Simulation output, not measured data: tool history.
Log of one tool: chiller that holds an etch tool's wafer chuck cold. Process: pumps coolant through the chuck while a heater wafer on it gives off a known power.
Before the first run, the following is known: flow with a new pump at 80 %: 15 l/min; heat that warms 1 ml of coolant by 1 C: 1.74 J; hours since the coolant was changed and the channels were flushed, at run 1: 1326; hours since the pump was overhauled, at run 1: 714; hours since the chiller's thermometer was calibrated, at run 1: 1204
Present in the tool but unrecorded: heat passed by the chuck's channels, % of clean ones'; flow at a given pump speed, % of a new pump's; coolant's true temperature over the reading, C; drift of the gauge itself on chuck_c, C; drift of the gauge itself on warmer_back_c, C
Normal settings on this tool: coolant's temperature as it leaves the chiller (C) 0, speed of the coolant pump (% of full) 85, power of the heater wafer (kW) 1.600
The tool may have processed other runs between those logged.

run   hour  coolant's temperature as it leaves the chiller (C)  speed of the coolant pump (% of full)  power of the heater wafer (kW)  hours since the coolant was changed and the channels were flushed  hours since the pump was overhauled  hours since the chiller's thermometer was calibrated  chuck's temperature once it has settled (C)  how much warmer the coolant comes back (C)
  1    0.0                                                   0                                     85                           1.600                                                               1326                                  714                                                  1204                                         17.1                                        3.53
  2   22.8                                                   0                                     85                           1.600                                                               1349                                  737                                                  1226                                         16.9                                        3.53
  3   49.8                                                   0                                     85                           1.600                                                               1376                                  764                                                  1253                                         17.2                                        3.56
  4   85.8                                                   0                                     85                           1.600                                                               1412                                  800                                                  1289                                         17.2                                        3.53
  5  131.3                                                   0                                     85                           1.600                                                               1457                                  846                                                  1335                                         17.2                                        3.50
  6  166.9                                                   0                                     85                           1.600                                                               1493                                  881                                                  1371                                         17.1                                        3.55
  7  198.9                                                   0                                     85                           1.600                                                               1525                                  913                                                  1402                                         17.1                                        3.61
  8  232.1                                                   0                                     85                           1.600                                                               1558                                  946                                                  1436                                         17.4                                        3.51
  9  273.6                                                  -6                                     85                           1.600                                                               1600                                  988                                                  1477                                         11.4                                        3.52
 10  296.6                                                   0                                     85                           1.600                                                               1623                                 1011                                                  1500                                         17.4                                        3.54
 11  324.0                                                   0                                     85                           1.600                                                               1650                                 1038                                                  1528                                         17.4                                        3.59
 12  342.7                                                   0                                     85                           1.600                                                               1669                                 1057                                                  1546                                         17.4                                        3.53
 13  368.0                                                   9                                     85                           1.600                                                               1694                                 1082                                                  1572                                         26.6                                        3.58
 14  410.5                                                   0                                     85                           1.600                                                               1736                                 1125                                                  1614                                         17.8                                        3.55
 15  455.0                                                  10                                     94                           1.600                                                               1781                                 1169                                                  1659                                         26.2                                        3.29
 16  475.4                                                  -6                                     94                           1.098                                                               1801                                 1190                                                  1679                                          5.4                                        2.22
 17  511.0                                                  -6                                     94                           1.098                                                               1837                                 1225                                                  1715                                          5.3                                        2.20
 18  533.3                                                  -6                                     94                           1.098                                                               1859                                 1248                                                  1737                                          5.4                                        2.20
 19  570.8                                                  -6                                     94                           1.098                                                               1897                                 1285                                                  1774                                          5.3                                        2.25
 20  614.8                                                   8                                     94                           1.098                                                               1941                                 1329                                                  1818                                         19.5                                        2.22
 21  655.8                                                   9                                     79                           2.193                                                               1982                                 1370                                                  1859                                         35.4                                        5.39
 22  686.7                                                   9                                     79                           2.193                                                               2013                                 1401                                                  1890                                         35.3                                        5.35
 23  724.6                                                  -8                                     76                           2.193                                                               2051                                 1439                                                  1928                                         19.3                                        5.64
 24  751.1                                                  -8                                     76                           2.193                                                               2077                                 1465                                                  1955                                         19.3                                        5.64
 25  792.4                                                  -8                                     76                           2.193                                                               2118                                 1507                                                  1996                                         19.4                                        5.60
 26  823.0                                                  -8                                     76                           2.193                                                               2149                                 1537                                                  2027                                         19.6                                        5.67
     863.2  -- chiller's thermometer calibrated
 27  866.3                                                  -3                                     61                           1.600                                                               2191                                 1580                                                     3                                         21.3                                        5.23
 28  910.0                                                  -3                                     61                           1.600                                                               2235                                 1623                                                    47                                         21.4                                        5.33

Below are 4 alternative next runs, each starting from the tool's condition after run 28. Predict each:
  A  941.3                                                   6                                     61                           1.079                                                               2266                                 1655                                                    78                                            ?                                           ?
  B  941.3                                                   4                                     78                           1.600                                                               2266                                 1655                                                    78                                            ?                                           ?
  C  941.3                                                  -3                                     81                           1.600                                                               2266                                 1655                                                    78                                            ?                                           ?
  D  941.3                                                  -3                                     77                           0.986                                                               2266                                 1655                                                    78                                            ?                                           ?

run  chuck's temperature once it has settled (C)  how much warmer the coolant comes back (C)
  A                                         22.4                                        3.59
  B                                         23.5                                        4.05
  C                                         15.8                                        3.81
  D                                          9.3                                        2.54
What these runs would have given with no unlogged condition in the tool:
run  chuck's temperature once it has settled (C)  how much warmer the coolant comes back (C)
  A                                         20.0                                        3.36
  B                                         20.7                                        3.79
  C                                         13.0                                        3.57
  D                                          7.6                                        2.38

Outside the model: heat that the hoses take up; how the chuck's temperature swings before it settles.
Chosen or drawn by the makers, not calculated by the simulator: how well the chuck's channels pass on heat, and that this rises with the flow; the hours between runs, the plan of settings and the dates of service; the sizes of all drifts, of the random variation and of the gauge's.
